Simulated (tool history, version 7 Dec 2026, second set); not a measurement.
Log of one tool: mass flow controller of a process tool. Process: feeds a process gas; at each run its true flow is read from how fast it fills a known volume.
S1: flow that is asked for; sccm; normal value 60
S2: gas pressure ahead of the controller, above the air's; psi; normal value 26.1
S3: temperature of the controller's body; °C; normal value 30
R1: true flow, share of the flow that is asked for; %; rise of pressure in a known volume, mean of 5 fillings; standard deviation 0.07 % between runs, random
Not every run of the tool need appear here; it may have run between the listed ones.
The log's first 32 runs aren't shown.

Run 33, hour 6864.7: usual settings but S2 38.9 psi, S3 29 °C. Result: R1 96.24 %.
Run 34, hour 7107.5: usual settings but S2 38.9 psi, S3 38 °C. Result: R1 95.31 %.
Run 35, hour 7289.1: usual settings but S1 43 sccm, S2 24.1 psi, S3 24 °C. Result: R1 95.27 %.
Run 36, hour 7421.6: usual settings but S1 95 sccm, S2 22.9 psi, S3 33 °C. Result: R1 96.36 %.
Run 37, hour 7630.2: usual settings but S1 95 sccm, S2 22.9 psi, S3 33 °C. Result: R1 96.34 %.
Run 38, hour 7764.9: usual settings but S1 11 sccm, S2 22.9 psi, S3 33 °C. Result: R1 86.05 %.
Run 39, hour 8038.4: usual settings but S1 83 sccm, S2 27.6 psi, S3 34 °C. Result: R1 95.96 %.
Run 40, hour 8315.1: usual settings but S1 39 sccm, S2 20.5 psi, S3 38 °C. Result: R1 92.71 %.
Run 41, hour 8558.4: usual settings but S1 44 sccm, S2 21 psi. Result: R1 93.93 %.
Run 42, hour 8829.1: usual settings but S2 24.2 psi, S3 26 °C. Result: R1 95.39 %.
Run 43, hour 9070.9: usual settings but S2 39.6 psi, S3 34 °C. Result: R1 94.94 %.
Run 44, hour 9246.3: usual settings but S1 45 sccm, S2 37.9 psi, S3 32 °C. Result: R1 94.09 %.
Run 45, hour 9459: usual settings but S2 30.9 psi, S3 33 °C. Result: R1 94.74 %.
Run 46, hour 9589: usual settings but S2 39.3 psi, S3 31 °C. Result: R1 95.05 %.
Run 47, hour 9724.7: usual settings but S1 76 sccm, S2 26 psi. Result: R1 95.46 %.
Run 48, hour 9949.7: usual settings but S1 59 sccm, S2 22.9 psi, S3 27 °C. Result: R1 94.72 %.

Here are 4 independent what-if runs from the current tool condition. What would each one return?
Run A, hour 10183.4: usual settings but S1 68 sccm, S2 34.4 psi, S3 36 °C. Result: R1 ?.
Run B, hour 10183.4: usual settings but S1 59 sccm, S2 32.3 psi, S3 28 °C. Result: R1 ?.
Run C, hour 10183.4: usual settings but S1 20 sccm. Result: R1 ?.
Run D, hour 10183.4: usual settings but S1 16 sccm, S2 25.1 psi, S3 32 °C. Result: R1 ?.

run     R1
  A  94.68
  B  94.89
  C  89.09
  D     87
The same runs, with their run-to-run variation unchanged, on a tool lacking any hidden condition would have given:
run     R1
  A  98.55
  B  99.08
  C     98
  D  97.69

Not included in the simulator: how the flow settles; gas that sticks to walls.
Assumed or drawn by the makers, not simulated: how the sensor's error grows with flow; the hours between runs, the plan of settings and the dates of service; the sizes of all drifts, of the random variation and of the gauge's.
